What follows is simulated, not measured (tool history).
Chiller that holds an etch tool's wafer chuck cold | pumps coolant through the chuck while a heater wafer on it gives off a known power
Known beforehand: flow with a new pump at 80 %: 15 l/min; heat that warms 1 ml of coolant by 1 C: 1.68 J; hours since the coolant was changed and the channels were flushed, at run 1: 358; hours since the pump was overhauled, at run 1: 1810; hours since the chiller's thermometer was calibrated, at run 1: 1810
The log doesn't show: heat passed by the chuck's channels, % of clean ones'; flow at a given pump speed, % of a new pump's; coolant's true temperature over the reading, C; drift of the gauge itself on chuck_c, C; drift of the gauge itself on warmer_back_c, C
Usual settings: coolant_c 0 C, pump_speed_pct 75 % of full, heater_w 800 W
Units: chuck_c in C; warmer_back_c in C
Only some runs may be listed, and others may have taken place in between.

| run | hour | coolant_c | pump_speed_pct | heater_w | hours since the coolant was changed and the channels were flushed | hours since the pump was overhauled | hours since the chiller's thermometer was calibrated | chuck_c | warmer_back_c |
|---|---|---|---|---|---|---|---|---|---|
| 1 | 0 | 0 | 75 | 800 | 358 | 1810 | 1810 | 5.5 | 2.09 |
| 2 | 51 | 0 | 75 | 800 | 409 | 1861 | 1861 | 5.4 | 2.09 |
| 3 | 81.6 | 0 | 75 | 800 | 440 | 1892 | 1892 | 5.6 | 2.1 |
| 4 | 143.8 | 0 | 75 | 800 | 502 | 1954 | 1954 | 5.5 | 2.04 |
| 5 | 176.4 | 3 | 75 | 800 | 534 | 1987 | 1987 | 8.4 | 2.08 |
| 6 | 210.5 | 3 | 75 | 800 | 568 | 2021 | 2021 | 8.5 | 2.06 |
| 7 | 253.6 | 3 | 75 | 800 | 612 | 2064 | 2064 | 8.5 | 2.08 |
| 8 | 293.1 | 0 | 75 | 800 | 651 | 2103 | 2103 | 5.6 | 2.12 |
| 9 | 329.5 | 0 | 75 | 800 | 687 | 2140 | 2140 | 5.5 | 2.1 |
| 10 | 391.6 | 0 | 75 | 800 | 750 | 2202 | 2202 | 5.5 | 2.11 |
| 11 | 446 | 0 | 75 | 800 | 804 | 2256 | 2256 | 5.5 | 2.09 |
|  | 454.6 | coolant pump overhauled |
| 12 | 510.3 | 4 | 75 | 971 | 863 | 56 | 2315 | 10.7 | 2.55 |
| 13 | 544.1 | 4 | 85 | 971 | 897 | 89 | 2349 | 10.1 | 2.22 |
| 14 | 580.8 | 4 | 85 | 971 | 934 | 126 | 2386 | 10.2 | 2.25 |
|  | 634.2 | chiller's thermometer calibrated |
| 15 | 634.2 | 4 | 66 | 971 | 986 | 179 | 0 | 11.4 | 2.94 |
| 16 | 696.3 | -5 | 75 | 529 | 1048 | 241 | 62 | -1.4 | 1.35 |
| 17 | 733.6 | -5 | 75 | 529 | 1086 | 278 | 99 | -1.1 | 1.39 |

Forecast each of these 4 alternatives for the next run:
| A | 766.7 | 0 | 75 | 529 | 1119 | 311 | 132 | ? | ? |
| B | 766.7 | 0 | 95 | 1092 | 1119 | 311 | 132 | ? | ? |
| C | 766.7 | 10 | 78 | 734 | 1119 | 311 | 132 | ? | ? |
| D | 766.7 | 6 | 72 | 586 | 1119 | 311 | 132 | ? | ? |

| run | chuck_c | warmer_back_c |
|---|---|---|
| A | 3.6 | 1.38 |
| B | 6.1 | 2.25 |
| C | 14.9 | 1.85 |
| D | 10.3 | 1.58 |
Without the tool's unlogged condition, the same runs would have read:
| run | chuck_c | warmer_back_c |
|---|---|---|
| A | 3.4 | 1.33 |
| B | 5.7 | 2.17 |
| C | 14.6 | 1.79 |
| D | 10 | 1.52 |
